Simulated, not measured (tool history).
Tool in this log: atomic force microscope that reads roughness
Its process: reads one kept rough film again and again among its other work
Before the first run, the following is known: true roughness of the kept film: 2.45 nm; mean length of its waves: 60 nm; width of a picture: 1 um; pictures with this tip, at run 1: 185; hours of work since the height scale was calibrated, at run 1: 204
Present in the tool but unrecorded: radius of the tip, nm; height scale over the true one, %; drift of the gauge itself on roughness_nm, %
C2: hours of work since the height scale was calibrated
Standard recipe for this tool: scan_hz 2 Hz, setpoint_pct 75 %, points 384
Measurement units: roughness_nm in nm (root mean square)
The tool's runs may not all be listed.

run 1 hour=0 | scan_hz=2 setpoint_pct=75 points=384 | pictures_with_this_tip=185 C2=204 | roughness_nm=2.171
run 2 hour=11.5 | scan_hz=2 setpoint_pct=75 points=384 | pictures_with_this_tip=200 C2=211 | roughness_nm=2.166
-- hour=15.8 new tip fitted
run 3 hour=22.1 | scan_hz=2 setpoint_pct=75 points=384 | pictures_with_this_tip=8 C2=218 | roughness_nm=2.229
run 4 hour=31.6 | scan_hz=2.38 setpoint_pct=75 points=384 | pictures_with_this_tip=20 C2=224 | roughness_nm=2.217
run 5 hour=42.6 | scan_hz=2.38 setpoint_pct=75 points=384 | pictures_with_this_tip=34 C2=232 | roughness_nm=2.189
run 6 hour=48 | scan_hz=2.38 setpoint_pct=75 points=384 | pictures_with_this_tip=41 C2=235 | roughness_nm=2.186
run 7 hour=56.9 | scan_hz=2.38 setpoint_pct=75 points=384 | pictures_with_this_tip=52 C2=241 | roughness_nm=2.198

What does the tool deliver on the next run?
run 8 hour=66.4 | scan_hz=1 setpoint_pct=72 points=772 | pictures_with_this_tip=64 C2=247 | roughness_nm=?

{"run 8": {"roughness_nm": 2.312}}
Minus the tool's unlogged condition, the same run would have read roughness_nm 2.341 nm (root mean square).

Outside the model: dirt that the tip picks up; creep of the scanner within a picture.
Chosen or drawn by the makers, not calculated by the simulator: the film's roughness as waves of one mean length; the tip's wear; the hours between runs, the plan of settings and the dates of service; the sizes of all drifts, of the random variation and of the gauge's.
